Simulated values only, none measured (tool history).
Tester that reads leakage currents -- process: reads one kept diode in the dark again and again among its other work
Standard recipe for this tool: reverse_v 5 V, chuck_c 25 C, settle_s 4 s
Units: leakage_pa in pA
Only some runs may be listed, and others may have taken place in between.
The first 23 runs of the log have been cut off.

run	hour	reverse_v	chuck_c	settle_s	hours of work since the probe card was cleaned	hours of work since the tester was calibrated	hours of work since the chuck was calibrated	leakage_pa
24	3369.7	4.14	25	4.09	460	2248	165	9.87
# hour 3444.3: chuck's temperature calibrated, once more
25	3483.5	4.14	25	4.09	529	2317	24	8.95
26	3673.2	5	33	4	645	2432	140	17.49
27	3869.6	5	33	2.25	765	2552	260	18.46
28	4040.7	5	33	2.25	869	2657	364	19.13
29	4158.8	9.93	25	3.26	941	2729	437	21.49
30	4256.3	9.93	25	3.26	1001	2789	496	22.22
31	4391.3	3.91	25	3.26	1083	2871	579	11.29
32	4481.8	3.91	25	3.26	1139	2926	634	11.62
33	4681.9	5	35	0.61	1261	3049	756	24.47
34	4792.3	7.42	46	1.55	1328	3116	824	60.76
# hour 4840.1: probe card cleaned and baked
35	4964.1	3.3	35	0.92	76	3219	927	14.04
36	5084.8	1.12	23	4	149	3293	1000	2.91
37	5253.7	3.65	25	0.81	253	3396	1104	7.58
38	5387.1	3.65	45	0.81	334	3478	1185	32.85
39	5504.2	3.65	45	0.81	406	3549	1257	33.31

For run 40, what comes out?
40	5601	8.56	48	4	465	3608	1316	?

leakage_pa: 67.92 pA
On a tool with no hidden condition, and with the same random variation, this run would have come out at leakage_pa 60.31 pA.

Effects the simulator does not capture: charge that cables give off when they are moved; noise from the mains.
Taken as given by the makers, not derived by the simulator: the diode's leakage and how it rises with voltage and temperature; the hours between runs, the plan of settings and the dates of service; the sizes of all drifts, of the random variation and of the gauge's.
